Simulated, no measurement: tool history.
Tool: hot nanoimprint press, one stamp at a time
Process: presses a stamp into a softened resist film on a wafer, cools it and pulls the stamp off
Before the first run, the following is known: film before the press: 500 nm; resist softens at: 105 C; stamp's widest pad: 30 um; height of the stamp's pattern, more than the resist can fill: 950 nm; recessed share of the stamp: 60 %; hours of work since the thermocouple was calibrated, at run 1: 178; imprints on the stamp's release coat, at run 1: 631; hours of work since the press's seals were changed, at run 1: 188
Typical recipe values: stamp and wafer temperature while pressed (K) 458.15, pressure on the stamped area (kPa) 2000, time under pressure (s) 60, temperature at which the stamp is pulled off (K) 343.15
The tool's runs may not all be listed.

run,hour,stamp and wafer temperature while pressed (K),pressure on the stamped area (kPa),time under pressure (s),temperature at which the stamp is pulled off (K),hours of work since the thermocouple was calibrated,imprints on the stamp's release coat,hours of work since the press's seals were changed,resist left under the stamp's widest pad (nm),greatest force while the stamp is pulled off (N)
1,0.0,458.15,2000,60,343.15,178,631,188,225.5,172
2,9.4,458.15,2000,60,343.15,183,650,193,226.2,174
3,18.0,458.15,2000,60,343.15,187,668,197,226.7,181
4,25.9,458.15,2000,107,343.15,191,685,201,178.6,184
5,33.0,458.15,2000,107,343.15,195,700,205,178.7,183
6,45.9,458.15,2000,107,343.15,202,727,212,178.2,176
7,53.7,458.15,2000,60,343.15,206,743,216,224.4,181
8,62.9,458.15,2000,60,343.15,211,762,221,225.3,182
9,71.1,458.15,1990,60,343.15,215,779,225,225.8,183
10,78.1,450.15,2000,60,343.15,219,794,229,285.0,189
11,88.4,458.15,2000,47,343.15,224,815,234,246.2,182
12,94.8,458.15,2000,31,343.15,228,829,238,286.4,185
13,104.9,458.15,2000,60,343.15,233,850,243,224.9,181
14,112.0,458.15,2320,60,343.15,237,865,247,211.9,186
15,123.1,448.15,2000,60,343.15,243,888,253,301.4,187
16,130.7,448.15,2000,60,333.15,247,904,257,301.1,248
17,139.8,447.15,1410,60,343.15,251,923,261,346.5,189
18,145.4,468.15,1830,96,328.15,254,935,264,140.2,283
19,154.7,468.15,1830,96,328.15,259,954,269,141.0,284
20,167.4,468.15,1830,96,328.15,266,981,276,141.1,277
21,180.6,468.15,1830,96,328.15,273,1008,283,140.5,278
22,189.6,456.15,2590,85,328.15,278,1027,288,185.9,273
23,201.5,456.15,2590,85,328.15,284,1052,294,185.2,285
24,209.7,448.15,1340,60,343.15,288,1069,298,340.7,196
25,219.5,451.15,2000,110,346.15,293,1090,303,220.8,181
26,225.6,464.15,2370,60,343.15,297,1102,307,173.2,200
27,234.3,464.15,2370,60,343.15,301,1121,311,171.8,203
28,241.6,464.15,2700,39,343.15,305,1136,315,193.3,205
29,248.3,466.15,2460,39,343.15,309,1150,319,189.2,210
30,253.9,464.15,2000,60,343.15,312,1162,322,186.4,201

How would selected steps in resist left under the stamp's widest pad (nm) from run to run divide? Give the signed amount a tool lacking its hidden state would still show from settings, what came in and random variation, and the signed amount left for the hidden state, including any gauge scatter that is not in both of the compared results.
What the log doesn't record here: true temperature over the reading, C; pressure that arrives at the usual setting, %; grip of the stamp's worn release coat, % over a new coat's; drift of the gauge itself on residual_nm, %; drift of the gauge itself on pull_off_n, %.
Run 17 -> 18: stamp and wafer temperature while pressed (K) 447.15 -> 468.15, pressure on the stamped area (kPa) 1410 -> 1830, time under pressure (s) 60 -> 96, temperature at which the stamp is pulled off (K) 343.15 -> 328.15. resist left under the stamp's widest pad (nm) -206.3: hidden state +2.8, all else -209.1.
Run 23 -> 24: stamp and wafer temperature while pressed (K) 456.15 -> 448.15, pressure on the stamped area (kPa) 2590 -> 1340, time under pressure (s) 85 -> 60, temperature at which the stamp is pulled off (K) 328.15 -> 343.15. resist left under the stamp's widest pad (nm) +155.5: hidden state -2.2, all else +157.7.
Run 24 -> 25: stamp and wafer temperature while pressed (K) 448.15 -> 451.15, pressure on the stamped area (kPa) 1340 -> 2000, time under pressure (s) 60 -> 110, temperature at which the stamp is pulled off (K) 343.15 -> 346.15. resist left under the stamp's widest pad (nm) -119.9: hidden state +0.9, all else -120.8.
Run 25 -> 26: stamp and wafer temperature while pressed (K) 451.15 -> 464.15, pressure on the stamped area (kPa) 2000 -> 2370, time under pressure (s) 110 -> 60, temperature at which the stamp is pulled off (K) 346.15 -> 343.15. resist left under the stamp's widest pad (nm) -47.6: hidden state +1.7, all else -49.3.

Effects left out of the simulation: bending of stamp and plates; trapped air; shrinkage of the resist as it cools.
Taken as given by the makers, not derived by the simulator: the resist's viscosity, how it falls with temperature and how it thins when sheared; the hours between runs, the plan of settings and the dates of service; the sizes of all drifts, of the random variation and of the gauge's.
